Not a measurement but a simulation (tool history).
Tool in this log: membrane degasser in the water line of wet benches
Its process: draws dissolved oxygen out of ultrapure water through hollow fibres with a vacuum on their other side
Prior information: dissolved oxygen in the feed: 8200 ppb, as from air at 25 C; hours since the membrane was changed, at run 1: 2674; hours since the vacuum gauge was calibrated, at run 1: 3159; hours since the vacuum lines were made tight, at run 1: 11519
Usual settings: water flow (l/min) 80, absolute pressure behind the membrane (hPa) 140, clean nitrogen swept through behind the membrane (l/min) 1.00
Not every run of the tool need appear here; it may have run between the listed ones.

| run | hour | water flow (l/min) | absolute pressure behind the membrane (hPa) | clean nitrogen swept through behind the membrane (l/min) | hours since the membrane was changed | hours since the vacuum gauge was calibrated | hours since the vacuum lines were made tight | dissolved oxygen in the water behind the degasser (ppb) | pressure that the water loses in the fibres (hPa) |
|---|---|---|---|---|---|---|---|---|---|
| 1 | 0.0 | 80 | 140 | 1.00 | 2674 | 3159 | 11519 | 1289.2 | 412.2 |
| 2 | 62.5 | 80 | 140 | 1.00 | 2736 | 3222 | 11581 | 1289.8 | 413.9 |
| 3 | 122.3 | 80 | 140 | 1.00 | 2796 | 3282 | 11641 | 1289.8 | 413.8 |
| 4 | 191.7 | 80 | 89 | 1.00 | 2866 | 3351 | 11711 | 724.5 | 412.9 |
| 5 | 249.4 | 80 | 89 | 1.00 | 2923 | 3409 | 11768 | 725.1 | 415.4 |
| 6 | 351.1 | 80 | 168 | 1.00 | 3025 | 3511 | 11870 | 1575.1 | 412.2 |
| 7 | 451.8 | 80 | 168 | 1.00 | 3126 | 3611 | 11971 | 1574.6 | 412.6 |
| 8 | 550.0 | 80 | 168 | 1.00 | 3224 | 3709 | 12069 | 1576.7 | 414.1 |
| 9 | 627.3 | 80 | 168 | 1.00 | 3301 | 3787 | 12146 | 1576.6 | 416.5 |
| 10 | 686.4 | 80 | 168 | 1.00 | 3360 | 3846 | 12205 | 1573.1 | 416.4 |
| 11 | 761.1 | 80 | 168 | 1.00 | 3435 | 3921 | 12280 | 1574.7 | 415.7 |
| 12 | 838.2 | 73 | 140 | 1.00 | 3512 | 3998 | 12357 | 1220.1 | 376.4 |
| 13 | 905.3 | 73 | 140 | 1.00 | 3579 | 4065 | 12424 | 1218.6 | 377.0 |
| 14 | 962.7 | 73 | 140 | 1.00 | 3637 | 4122 | 12482 | 1220.6 | 382.0 |
| 15 | 1058.9 | 73 | 173 | 1.00 | 3733 | 4218 | 12578 | 1535.2 | 377.5 |
| 16 | 1135.8 | 73 | 173 | 1.00 | 3810 | 4295 | 12655 | 1535.7 | 380.1 |
| 17 | 1198.3 | 73 | 173 | 1.00 | 3872 | 4358 | 12717 | 1535.8 | 379.6 |
| 18 | 1280.9 | 73 | 173 | 1.00 | 3955 | 4440 | 12800 | 1535.7 | 380.1 |
| 19 | 1357.1 | 80 | 90 | 1.87 | 4031 | 4517 | 12876 | 480.2 | 416.3 |
| 20 | 1421.9 | 76 | 220 | 1.03 | 4096 | 4581 | 12941 | 1966.3 | 395.7 |
| 21 | 1500.7 | 51 | 165 | 1.07 | 4175 | 4660 | 13020 | 1104.5 | 265.1 |
|  | 1584.8 | seals of the vacuum lines changed |
| 22 | 1596.3 | 51 | 165 | 1.07 | 4268 | 4754 | 12 | 1102.4 | 261.8 |
| 23 | 1655.2 | 51 | 165 | 1.07 | 4327 | 4813 | 70 | 1103.8 | 266.7 |
| 24 | 1768.2 | 124 | 140 | 0.71 | 4440 | 4926 | 183 | 1986.3 | 647.7 |
| 25 | 1855.3 | 80 | 140 | 2.16 | 4527 | 5013 | 271 | 765.2 | 416.6 |
| 26 | 1956.6 | 112 | 231 | 1.00 | 4629 | 5114 | 372 | 2603.5 | 583.5 |
| 27 | 2008.2 | 112 | 231 | 1.00 | 4680 | 5166 | 423 | 2601.4 | 584.2 |
| 28 | 2067.9 | 80 | 331 | 1.32 | 4740 | 5225 | 483 | 2504.5 | 418.8 |
| 29 | 2143.2 | 80 | 331 | 1.32 | 4815 | 5301 | 558 | 2508.5 | 415.7 |
| 30 | 2218.4 | 113 | 105 | 1.32 | 4890 | 5376 | 634 | 965.0 | 592.8 |
| 31 | 2306.5 | 113 | 207 | 0.55 | 4978 | 5464 | 722 | 3122.3 | 589.8 |
| 32 | 2354.4 | 113 | 207 | 0.55 | 5026 | 5512 | 770 | 3123.4 | 588.1 |

Branching from run 32: 3 alternative next runs. What would each branch give?
| A | 2447.4 | 80 | 140 | 0.94 | 5119 | 5605 | 863 | ? | ? |
| B | 2447.4 | 115 | 277 | 1.00 | 5119 | 5605 | 863 | ? | ? |
| C | 2447.4 | 49 | 298 | 0.65 | 5119 | 5605 | 863 | ? | ? |

| run | dissolved oxygen in the water behind the degasser (ppb) | pressure that the water loses in the fibres (hPa) |
|---|---|---|
| A | 1350.0 | 417.1 |
| B | 3067.7 | 604.9 |
| C | 2602.9 | 258.0 |
With the hidden condition removed and each run's random variation left untouched, the same runs would have given:
| run | dissolved oxygen in the water behind the degasser (ppb) | pressure that the water loses in the fibres (hPa) |
|---|---|---|
| A | 1336.7 | 407.7 |
| B | 3056.9 | 591.4 |
| C | 2594.7 | 252.3 |
